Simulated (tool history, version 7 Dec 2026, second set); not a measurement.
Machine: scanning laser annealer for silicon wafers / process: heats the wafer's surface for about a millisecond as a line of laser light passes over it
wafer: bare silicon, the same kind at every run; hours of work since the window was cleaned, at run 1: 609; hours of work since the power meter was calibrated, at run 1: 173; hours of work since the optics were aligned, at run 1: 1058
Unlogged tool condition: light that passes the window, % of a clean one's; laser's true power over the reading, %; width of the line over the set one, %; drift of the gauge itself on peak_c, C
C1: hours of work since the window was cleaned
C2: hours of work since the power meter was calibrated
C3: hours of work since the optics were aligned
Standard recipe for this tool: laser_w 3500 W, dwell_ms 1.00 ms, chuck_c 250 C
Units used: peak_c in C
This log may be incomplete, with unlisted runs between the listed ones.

run 1 hour=0.0 | laser_w=3500 dwell_ms=1.00 chuck_c=250 | C1=609 C2=173 C3=1058 | peak_c=955
run 2 hour=13.5 | laser_w=3049 dwell_ms=1.00 chuck_c=250 | C1=618 C2=183 C3=1067 | peak_c=871
run 3 hour=23.7 | laser_w=3769 dwell_ms=1.00 chuck_c=250 | C1=625 C2=189 C3=1074 | peak_c=1006
run 4 hour=33.3 | laser_w=3769 dwell_ms=1.00 chuck_c=250 | C1=631 C2=196 C3=1081 | peak_c=1006
run 5 hour=43.2 | laser_w=3769 dwell_ms=1.00 chuck_c=250 | C1=638 C2=202 C3=1087 | peak_c=1006
run 6 hour=53.2 | laser_w=3381 dwell_ms=1.00 chuck_c=250 | C1=645 C2=209 C3=1094 | peak_c=932
run 7 hour=62.3 | laser_w=3381 dwell_ms=1.00 chuck_c=250 | C1=651 C2=215 C3=1100 | peak_c=934
-- hour=66.4 laser's power meter calibrated
run 8 hour=71.9 | laser_w=3381 dwell_ms=1.00 chuck_c=250 | C1=655 C2=4 C3=1105 | peak_c=936
run 9 hour=83.7 | laser_w=3134 dwell_ms=1.00 chuck_c=250 | C1=663 C2=12 C3=1112 | peak_c=886
run 10 hour=92.6 | laser_w=3500 dwell_ms=0.70 chuck_c=250 | C1=669 C2=18 C3=1118 | peak_c=835
run 11 hour=105.1 | laser_w=3500 dwell_ms=0.77 chuck_c=250 | C1=677 C2=26 C3=1127 | peak_c=864
-- hour=115.2 optics aligned, line set to its width
run 12 hour=121.5 | laser_w=3500 dwell_ms=0.77 chuck_c=250 | C1=685 C2=34 C3=4 | peak_c=872
-- hour=126.7 laser's power meter calibrated, once more
run 13 hour=131.9 | laser_w=3500 dwell_ms=1.24 chuck_c=256 | C1=690 C2=3 C3=9 | peak_c=1046
run 14 hour=143.0 | laser_w=3303 dwell_ms=0.70 chuck_c=223 | C1=697 C2=11 C3=17 | peak_c=783
run 15 hour=154.9 | laser_w=3372 dwell_ms=0.70 chuck_c=223 | C1=705 C2=19 C3=25 | peak_c=795
run 16 hour=164.9 | laser_w=3038 dwell_ms=1.06 chuck_c=260 | C1=712 C2=26 C3=31 | peak_c=903
run 17 hour=171.6 | laser_w=3778 dwell_ms=1.03 chuck_c=238 | C1=717 C2=30 C3=36 | peak_c=1009
run 18 hour=177.4 | laser_w=3778 dwell_ms=0.84 chuck_c=238 | C1=721 C2=34 C3=40 | peak_c=933
run 19 hour=189.5 | laser_w=3500 dwell_ms=0.75 chuck_c=263 | C1=729 C2=42 C3=48 | peak_c=873
run 20 hour=202.7 | laser_w=3094 dwell_ms=0.77 chuck_c=263 | C1=738 C2=51 C3=57 | peak_c=817
run 21 hour=210.6 | laser_w=3647 dwell_ms=1.00 chuck_c=228 | C1=743 C2=56 C3=62 | peak_c=959
run 22 hour=220.3 | laser_w=3647 dwell_ms=1.00 chuck_c=228 | C1=749 C2=63 C3=69 | peak_c=961
run 23 hour=233.5 | laser_w=3776 dwell_ms=0.72 chuck_c=224 | C1=758 C2=72 C3=77 | peak_c=863

Predict each of these 3 candidate next runs independently; none follows another, all start after run 23:
run A hour=246.7 | laser_w=3214 dwell_ms=0.93 chuck_c=221 | C1=767 C2=80 C3=86 | peak_c=?
run B hour=246.7 | laser_w=3380 dwell_ms=0.97 chuck_c=257 | C1=767 C2=80 C3=86 | peak_c=?
run C hour=246.7 | laser_w=3375 dwell_ms=0.82 chuck_c=224 | C1=767 C2=80 C3=86 | peak_c=?

run=A peak_c=850
run=B peak_c=930
run=C peak_c=843
What these runs would have given with no unlogged condition in the tool:
run=A peak_c=882
run=B peak_c=965
run=C peak_c=874

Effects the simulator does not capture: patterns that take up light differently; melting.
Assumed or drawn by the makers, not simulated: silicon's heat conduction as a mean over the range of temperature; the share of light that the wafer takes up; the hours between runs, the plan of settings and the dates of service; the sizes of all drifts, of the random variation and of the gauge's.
